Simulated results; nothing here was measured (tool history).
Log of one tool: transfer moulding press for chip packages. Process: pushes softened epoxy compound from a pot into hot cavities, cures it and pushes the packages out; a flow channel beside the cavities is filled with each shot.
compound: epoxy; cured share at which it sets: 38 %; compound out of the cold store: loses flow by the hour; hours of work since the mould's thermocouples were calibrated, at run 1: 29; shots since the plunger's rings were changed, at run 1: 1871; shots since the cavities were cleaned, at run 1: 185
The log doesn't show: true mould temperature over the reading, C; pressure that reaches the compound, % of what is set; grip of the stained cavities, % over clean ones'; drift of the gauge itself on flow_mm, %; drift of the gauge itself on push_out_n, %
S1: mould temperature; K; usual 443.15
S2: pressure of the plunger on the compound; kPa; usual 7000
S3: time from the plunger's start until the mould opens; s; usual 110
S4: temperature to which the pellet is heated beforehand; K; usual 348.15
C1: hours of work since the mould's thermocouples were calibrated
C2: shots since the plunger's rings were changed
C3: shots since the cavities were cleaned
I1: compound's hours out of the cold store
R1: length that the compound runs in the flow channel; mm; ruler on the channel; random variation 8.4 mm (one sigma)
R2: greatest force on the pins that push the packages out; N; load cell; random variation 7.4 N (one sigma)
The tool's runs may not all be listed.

| run | day | S1 | S2 | S3 | S4 | C1 | C2 | C3 | I1 | R1 | R2 |
|---|---|---|---|---|---|---|---|---|---|---|---|
| 1 | 0.000 | 443.15 | 7000 | 110 | 348.15 | 29 | 1871 | 185 | 9.0 | 983 | 312 |
| 2 | 0.400 | 443.15 | 7000 | 110 | 348.15 | 33 | 1948 | 262 | 39.1 | 901 | 309 |
| 3 | 0.854 | 443.15 | 7000 | 110 | 348.15 | 38 | 2036 | 350 | 32.9 | 910 | 298 |
| 4 | 1.258 | 443.15 | 7000 | 110 | 348.15 | 42 | 2113 | 427 | 28.5 | 935 | 319 |
| 5 | 1.738 | 443.15 | 7000 | 110 | 348.15 | 48 | 2206 | 520 | 43.8 | 888 | 310 |
| 6 | 2.088 | 443.15 | 5460 | 110 | 348.15 | 52 | 2273 | 587 | 44.8 | 784 | 300 |
| 7 | 2.738 | 443.15 | 6100 | 110 | 348.15 | 59 | 2398 | 712 | 10.1 | 897 | 320 |
|  | 3.038 | cavities cleaned with cleaning compound and waxed |
| 8 | 3.417 | 443.15 | 6100 | 110 | 346.15 | 65 | 2517 | 73 | 17.1 | 908 | 316 |
| 9 | 3.967 | 443.15 | 5800 | 110 | 348.15 | 71 | 2623 | 179 | 28.2 | 850 | 305 |
| 10 | 4.308 | 443.15 | 7000 | 110 | 348.15 | 75 | 2689 | 245 | 44.2 | 879 | 308 |
| 11 | 4.871 | 440.15 | 7000 | 110 | 348.15 | 81 | 2797 | 353 | 19.1 | 969 | 372 |
| 12 | 5.375 | 450.15 | 7000 | 110 | 348.15 | 87 | 2894 | 450 | 46.0 | 866 | 252 |

The next listed run, before its measurement:
| 13 | 5.867 | 443.15 | 7000 | 110 | 358.15 | 92 | 2988 | 544 | 25.1 | ? | ? |

R1: 928 mm
R2: 297 N
Without the tool's hidden state the same run would have given R1 928 mm, R2 295 N.
